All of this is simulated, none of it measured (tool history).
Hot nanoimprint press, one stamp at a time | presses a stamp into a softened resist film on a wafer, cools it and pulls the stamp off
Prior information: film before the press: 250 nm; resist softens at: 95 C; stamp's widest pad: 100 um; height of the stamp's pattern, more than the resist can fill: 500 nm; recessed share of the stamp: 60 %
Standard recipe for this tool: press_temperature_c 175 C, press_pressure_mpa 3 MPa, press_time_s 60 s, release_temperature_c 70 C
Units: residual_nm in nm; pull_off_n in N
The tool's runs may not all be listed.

| run | day | press_temperature_c | press_pressure_mpa | press_time_s | release_temperature_c | residual_nm | pull_off_n |
|---|---|---|---|---|---|---|---|
| 1 | 0 | 175 | 3 | 60 | 70 | 99.8 | 203 |
| 2 | 2.192 | 175 | 3 | 60 | 70 | 100.3 | 201 |
| 3 | 3.35 | 175 | 3 | 60 | 70 | 100.1 | 204 |
| 4 | 5.1 | 175 | 3 | 60 | 70 | 100.3 | 208 |
| 5 | 7.042 | 175 | 2.25 | 60 | 70 | 114.2 | 152 |
| 6 | 8.5 | 175 | 2.25 | 60 | 70 | 114.4 | 164 |
| 7 | 10.408 | 175 | 2.25 | 60 | 70 | 114.1 | 166 |
| 8 | 12.4 | 175 | 2.25 | 60 | 70 | 112.2 | 171 |
| 9 | 13.812 | 175 | 2.25 | 60 | 70 | 112.8 | 179 |
| 10 | 14.817 | 175 | 3 | 60 | 70 | 98.9 | 183 |
| 11 | 16.121 | 175 | 3 | 60 | 70 | 99.2 | 189 |
| 12 | 17.338 | 175 | 3 | 78 | 70 | 89.7 | 193 |
| 13 | 19.667 | 175 | 3 | 78 | 70 | 89.7 | 210 |
| 14 | 21.804 | 175 | 3 | 78 | 70 | 90.8 | 213 |
| 15 | 22.875 | 175 | 3 | 78 | 70 | 91.1 | 213 |
| 16 | 24.658 | 175 | 3 | 50 | 70 | 108.3 | 159 |
| 17 | 26.538 | 184 | 3.26 | 34 | 58 | 92.1 | 189 |
| 18 | 28.775 | 184 | 3.26 | 34 | 56 | 92.1 | 199 |
| 19 | 30.183 | 172 | 3.7 | 96 | 61 | 80.1 | 190 |
| 20 | 31.4 | 172 | 2.42 | 35 | 61 | 142 | 201 |
| 21 | 33.138 | 172 | 2.42 | 35 | 61 | 141.7 | 202 |
| 22 | 35.521 | 172 | 3.41 | 53 | 66 | 106.1 | 197 |
| 23 | 36.983 | 175 | 3 | 60 | 68 | 97.2 | 205 |
| 24 | 38.825 | 186 | 2.61 | 36 | 70 | 91.3 | 202 |
| 25 | 41.342 | 186 | 2.61 | 36 | 70 | 91.2 | 156 |
| 26 | 42.417 | 163 | 3 | 65 | 70 | 142.6 | 154 |
| 27 | 44.1 | 176 | 2.31 | 83 | 62 | 94.2 | 179 |
| 28 | 45.221 | 176 | 2.31 | 83 | 62 | 94.6 | 185 |
| 29 | 46.238 | 175 | 4.45 | 60 | 70 | 81.7 | 173 |

Between the runs listed above, the log contained 6 entries, not reproduced here. Where in the sequence does each belong, and how does what the log doesn't record of the tool's condition differ from the listed run before to the listed run after?
In the gap between runs 4 and 5: stamp cleaned and given a new release coat (day 5.55)
  true temperature over the reading, C: -0.5 -> -0.54; pressure that arrives at the usual setting, %: 95.79 -> 95.72; grip of the stamp's worn release coat, % over a new coat's: 39.5 -> 3.4
  measured less the result without the state, residual_nm: +3.7 -> +3.6 nm; pull_off_n: +59 -> +6 N
In the gap between runs 7 and 8: press's hydraulic seals changed and the load cell set to zero (day 10.9)
  true temperature over the reading, C: -0.63 -> -0.67; pressure that arrives at the usual setting, %: 95.58 -> 100.06; grip of the stamp's worn release coat, % over a new coat's: 11.1 -> 14.9
  measured less the result without the state, residual_nm: +4 -> +2.3 nm; pull_off_n: +17 -> +23 N
In the gap between runs 13 and 14: plate thermocouple calibrated (day 19.946)
  true temperature over the reading, C: -0.85 -> -1.27; pressure that arrives at the usual setting, %: 99.74 -> 99.65; grip of the stamp's worn release coat, % over a new coat's: 32 -> 36.8
  measured less the result without the state, residual_nm: +2.7 -> +4 nm; pull_off_n: +53 -> +59 N
In the gap between runs 15 and 16: stamp cleaned and given a new release coat (day 23.329)
  true temperature over the reading, C: -1.3 -> -1.34; pressure that arrives at the usual setting, %: 99.6 -> 99.53; grip of the stamp's worn release coat, % over a new coat's: 39.4 -> 3
  measured less the result without the state, residual_nm: +4.1 -> +4.8 nm; pull_off_n: +62 -> +7 N
In the gap between runs 18 and 19: plate thermocouple calibrated, once more (day 29.742)
  true temperature over the reading, C: -1.43 -> 0.06; pressure that arrives at the usual setting, %: 99.36 -> 99.3; grip of the stamp's worn release coat, % over a new coat's: 12.4 -> 15.4
  measured less the result without the state, residual_nm: +4.2 -> +0.2 nm; pull_off_n: +25 -> +26 N
In the gap between runs 24 and 25: stamp cleaned and given a new release coat (day 40.738)
  true temperature over the reading, C: -0.15 -> -0.21; pressure that arrives at the usual setting, %: 98.92 -> 98.81; grip of the stamp's worn release coat, % over a new coat's: 35.8 -> 1.4
  measured less the result without the state, residual_nm: +0.8 -> +1 nm; pull_off_n: +53 -> +3 N
